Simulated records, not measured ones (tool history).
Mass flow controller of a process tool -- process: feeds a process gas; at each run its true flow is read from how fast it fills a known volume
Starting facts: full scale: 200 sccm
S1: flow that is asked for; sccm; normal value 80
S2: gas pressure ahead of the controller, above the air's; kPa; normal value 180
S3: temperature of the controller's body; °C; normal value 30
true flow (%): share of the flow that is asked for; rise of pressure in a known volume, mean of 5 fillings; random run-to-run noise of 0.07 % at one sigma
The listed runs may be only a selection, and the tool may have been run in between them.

{"run": 1, "day": 0.0, "S1": 80, "S2": 180, "S3": 30, "true flow (%)": 99.09}
{"run": 2, "day": 13.004, "S1": 80, "S2": 180, "S3": 30, "true flow (%)": 99.0}
{"run": 3, "day": 29.646, "S1": 80, "S2": 180, "S3": 30, "true flow (%)": 99.02}
{"run": 4, "day": 43.096, "S1": 80, "S2": 180, "S3": 30, "true flow (%)": 99.11}
{"run": 5, "day": 58.646, "S1": 80, "S2": 180, "S3": 30, "true flow (%)": 99.05}
{"run": 6, "day": 79.404, "S1": 20, "S2": 180, "S3": 30, "true flow (%)": 98.47}
{"run": 7, "day": 94.817, "S1": 195, "S2": 180, "S3": 30, "true flow (%)": 100.1}
{"run": 8, "day": 109.9, "S1": 195, "S2": 180, "S3": 30, "true flow (%)": 99.99}
{"run": 9, "day": 126.712, "S1": 195, "S2": 180, "S3": 30, "true flow (%)": 99.99}
{"run": 10, "day": 135.929, "S1": 80, "S2": 180, "S3": 24, "true flow (%)": 98.73}
{"run": 11, "day": 155.571, "S1": 80, "S2": 180, "S3": 24, "true flow (%)": 98.58}
{"run": 12, "day": 169.429, "S1": 80, "S2": 180, "S3": 24, "true flow (%)": 98.75}
{"run": 13, "day": 183.108, "S1": 25, "S2": 273, "S3": 30, "true flow (%)": 98.98}
{"run": 14, "day": 195.512, "S1": 25, "S2": 279, "S3": 30, "true flow (%)": 98.99}
{"run": 15, "day": 209.921, "S1": 28, "S2": 259, "S3": 24, "true flow (%)": 98.59}
{"run": 16, "day": 228.271, "S1": 28, "S2": 259, "S3": 24, "true flow (%)": 98.56}

5 options for the next run, each taken on its own from the tool as it stands now. Forecast them:
{"run": "A", "day": 248.75, "S1": 28, "S2": 259, "S3": 38, "true flow (%)": "?"}
{"run": "B", "day": 248.75, "S1": 49, "S2": 235, "S3": 38, "true flow (%)": "?"}
{"run": "C", "day": 248.75, "S1": 28, "S2": 259, "S3": 30, "true flow (%)": "?"}
{"run": "D", "day": 248.75, "S1": 88, "S2": 197, "S3": 26, "true flow (%)": "?"}
{"run": "E", "day": 248.75, "S1": 83, "S2": 180, "S3": 25, "true flow (%)": "?"}

run=A true_flow_(%)=99.34
run=B true_flow_(%)=99.42
run=C true_flow_(%)=98.99
run=D true_flow_(%)=98.92
run=E true_flow_(%)=98.92
Take away the tool's hidden state, keep each run's random variation, and the runs would have read:
run=A true_flow_(%)=99.34
run=B true_flow_(%)=99.42
run=C true_flow_(%)=98.99
run=D true_flow_(%)=98.93
run=E true_flow_(%)=98.93
